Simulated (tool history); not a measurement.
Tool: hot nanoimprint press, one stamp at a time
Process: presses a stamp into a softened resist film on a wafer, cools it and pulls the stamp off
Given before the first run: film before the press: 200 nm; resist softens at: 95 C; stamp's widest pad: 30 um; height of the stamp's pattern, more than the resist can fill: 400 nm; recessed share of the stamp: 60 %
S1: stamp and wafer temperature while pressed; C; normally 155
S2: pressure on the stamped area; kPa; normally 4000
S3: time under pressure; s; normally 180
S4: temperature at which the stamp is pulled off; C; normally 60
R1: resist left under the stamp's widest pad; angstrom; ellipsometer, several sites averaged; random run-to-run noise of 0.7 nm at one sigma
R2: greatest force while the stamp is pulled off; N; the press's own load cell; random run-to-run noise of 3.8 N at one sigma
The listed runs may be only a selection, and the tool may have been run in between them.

run	hour	S1	S2	S3	S4	R1	R2
1	0	155	4000	180	60	819	179
2	32.9	155	4000	155	60	855	181
3	59.2	155	4000	155	60	866	186
4	92.7	155	4000	180	60	819	189
5	111.1	155	4000	180	60	808	189
6	156.4	155	4000	180	60	823	183
7	200.8	155	4000	180	60	803	182
8	241.1	155	4000	180	60	808	181
9	285.5	155	4000	118	60	961	185
10	304.5	163	4000	118	60	707	185
11	341.4	146	4000	180	60	1179	182
12	378.4	146	4000	180	60	1162	193
13	415.5	146	4000	180	60	1149	184
14	453.8	146	4000	180	60	1164	183
15	498.8	146	4000	180	60	1158	182
16	536.9	146	4000	180	60	1171	181
17	573.9	148	4100	112	49	1240	240
18	617.6	153	4080	112	49	1049	236
19	647.1	164	3530	136	50	675	229
20	690.6	155	4000	100	53	1013	217
21	721.6	151	4000	180	60	954	187
22	749.1	155	4000	180	62	799	177
23	776.7	155	4000	128	62	932	176
24	804.8	156	3310	129	57	966	205
25	842.3	165	4000	329	45	405	262
26	870	165	4000	329	45	415	257
27	911.5	155	4000	167	55	834	204
28	940.1	155	4000	99	56	1012	200
29	972.8	153	4000	97	56	1097	205
30	997.9	153	4000	97	56	1113	203

Not shown: 3 entries that the log had between the listed runs. Between which runs, and how does the tool's hidden state differ before and after?
Between runs 10 and 11: stamp cleaned and given a new release coat (hour 327.2)
  grip of the stamp's worn release coat, % over a new coat's: 0.7 -> 0
Between runs 24 and 25: stamp cleaned and given a new release coat (hour 835.7)
  grip of the stamp's worn release coat, % over a new coat's: 0.7 -> 0
Between runs 26 and 27: plate thermocouple calibrated (hour 897.9)
  true temperature over the reading, C: 0.04 -> 0; grip of the stamp's worn release coat, % over a new coat's: 0 -> 0.1

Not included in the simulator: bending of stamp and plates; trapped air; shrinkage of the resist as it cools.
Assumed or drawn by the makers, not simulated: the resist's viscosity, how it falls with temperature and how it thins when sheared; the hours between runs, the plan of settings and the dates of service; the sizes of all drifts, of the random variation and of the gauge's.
